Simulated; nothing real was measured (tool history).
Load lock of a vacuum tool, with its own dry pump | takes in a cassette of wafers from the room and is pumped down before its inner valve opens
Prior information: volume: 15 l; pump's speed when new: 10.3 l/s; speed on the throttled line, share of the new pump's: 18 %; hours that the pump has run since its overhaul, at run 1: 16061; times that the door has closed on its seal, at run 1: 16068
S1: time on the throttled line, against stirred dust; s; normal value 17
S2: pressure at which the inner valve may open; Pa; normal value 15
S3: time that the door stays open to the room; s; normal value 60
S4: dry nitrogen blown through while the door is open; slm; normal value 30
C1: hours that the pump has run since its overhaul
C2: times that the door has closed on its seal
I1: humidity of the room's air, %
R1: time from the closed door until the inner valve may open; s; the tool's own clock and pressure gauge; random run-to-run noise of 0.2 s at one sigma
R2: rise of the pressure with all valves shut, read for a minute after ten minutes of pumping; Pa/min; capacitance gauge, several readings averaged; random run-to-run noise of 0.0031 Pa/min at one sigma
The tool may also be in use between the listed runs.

run 1 hour=0 | S1=17 S2=15 S3=60 S4=30 | C1=16061 C2=16068 | I1=46.1 | R1=30 R2=0.116
run 2 hour=155.4 | S1=17 S2=15 S3=60 S4=30 | C1=16216 C2=16364 | I1=43.5 | R1=30 R2=0.107
run 3 hour=307.1 | S1=17 S2=15 S3=82 S4=30 | C1=16368 C2=16654 | I1=46.2 | R1=30.3 R2=0.13
run 4 hour=525.4 | S1=17 S2=15 S3=82 S4=30 | C1=16586 C2=17071 | I1=39.4 | R1=29.7 R2=0.126
run 5 hour=679.5 | S1=17 S2=15 S3=82 S4=30 | C1=16740 C2=17365 | I1=44.2 | R1=30.2 R2=0.124
run 6 hour=830.6 | S1=17 S2=15 S3=90 S4=30 | C1=16891 C2=17654 | I1=44.5 | R1=30.3 R2=0.13
run 7 hour=1040.2 | S1=17 S2=15 S3=90 S4=30 | C1=17101 C2=18054 | I1=44.2 | R1=30.3 R2=0.132
-- hour=1197 dry pump taken out, an overhauled one fitted
run 8 hour=1247.4 | S1=17 S2=15 S3=60 S4=30 | C1=50 C2=18438 | I1=48.2 | R1=26.5 R2=0.126
run 9 hour=1369 | S1=11 S2=15 S3=60 S4=30 | C1=172 C2=18670 | I1=47.2 | R1=21.8 R2=0.125
run 10 hour=1489.3 | S1=11 S2=15 S3=60 S4=30 | C1=292 C2=18900 | I1=46.9 | R1=21.8 R2=0.134
run 11 hour=1657.5 | S1=11 S2=15 S3=60 S4=30 | C1=460 C2=19221 | I1=43.4 | R1=22.1 R2=0.127
run 12 hour=1827 | S1=17 S2=20 S3=60 S4=30 | C1=630 C2=19545 | I1=41.3 | R1=26.3 R2=0.123
run 13 hour=1978.1 | S1=17 S2=20 S3=60 S4=30 | C1=781 C2=19833 | I1=48.3 | R1=26.3 R2=0.136
run 14 hour=2157.5 | S1=17 S2=15 S3=60 S4=5 | C1=960 C2=20176 | I1=43.5 | R1=26.5 R2=0.179
run 15 hour=2274.7 | S1=17 S2=22 S3=180 S4=13 | C1=1078 C2=20399 | I1=46.7 | R1=26.3 R2=0.201
run 16 hour=2368.3 | S1=17 S2=24 S3=137 S4=30 | C1=1171 C2=20578 | I1=45.8 | R1=25.9 R2=0.156
run 17 hour=2516.4 | S1=17 S2=24 S3=137 S4=30 | C1=1319 C2=20861 | I1=44.7 | R1=25.9 R2=0.154
run 18 hour=2732 | S1=33 S2=24 S3=144 S4=21 | C1=1535 C2=21273 | I1=46 | R1=39.1 R2=0.179
run 19 hour=2936.9 | S1=8 S2=14 S3=173 S4=10 | C1=1740 C2=21664 | I1=48.7 | R1=19.4 R2=0.229
run 20 hour=3028 | S1=17 S2=21 S3=153 S4=30 | C1=1831 C2=21838 | I1=47.5 | R1=26.1 R2=0.166
run 21 hour=3190.9 | S1=17 S2=15 S3=149 S4=6 | C1=1994 C2=22149 | I1=50.3 | R1=27.1 R2=0.245
run 22 hour=3292.6 | S1=13 S2=15 S3=60 S4=11 | C1=2096 C2=22343 | I1=43.4 | R1=23.8 R2=0.177
run 23 hour=3467.5 | S1=13 S2=15 S3=60 S4=11 | C1=2270 C2=22677 | I1=42.3 | R1=23.6 R2=0.172
run 24 hour=3567.9 | S1=13 S2=15 S3=60 S4=11 | C1=2371 C2=22868 | I1=44.6 | R1=24.1 R2=0.176
run 25 hour=3778.3 | S1=26 S2=15 S3=60 S4=18 | C1=2581 C2=23270 | I1=43.7 | R1=34.3 R2=0.167
run 26 hour=3908.9 | S1=17 S2=21 S3=128 S4=5 | C1=2712 C2=23519 | I1=43 | R1=26.6 R2=0.225
run 27 hour=4115.5 | S1=21 S2=15 S3=60 S4=30 | C1=2918 C2=23914 | I1=44.9 | R1=30.6 R2=0.157

4 options for the next run, each taken on its own from the tool as it stands now. Forecast them:
run A hour=4281.2 | S1=15 S2=29 S3=60 S4=11 | C1=3084 C2=24230 | I1=43.4 | R1=? R2=?
run B hour=4281.2 | S1=21 S2=14 S3=226 S4=30 | C1=3084 C2=24230 | I1=44.6 | R1=? R2=?
run C hour=4281.2 | S1=17 S2=11 S3=196 S4=30 | C1=3084 C2=24230 | I1=46.7 | R1=? R2=?
run D hour=4281.2 | S1=22 S2=15 S3=60 S4=21 | C1=3084 C2=24230 | I1=45.9 | R1=? R2=?

run=A R1=24.5 R2=0.18
run=B R1=30.5 R2=0.19
run=C R1=27.4 R2=0.189
run=D R1=31.5 R2=0.174
Stripped of hidden state, with their random variation kept, the same runs would have yielded:
run=A R1=24.2 R2=0.077
run=B R1=30.2 R2=0.088
run=C R1=27.1 R2=0.087
run=D R1=31.2 R2=0.073
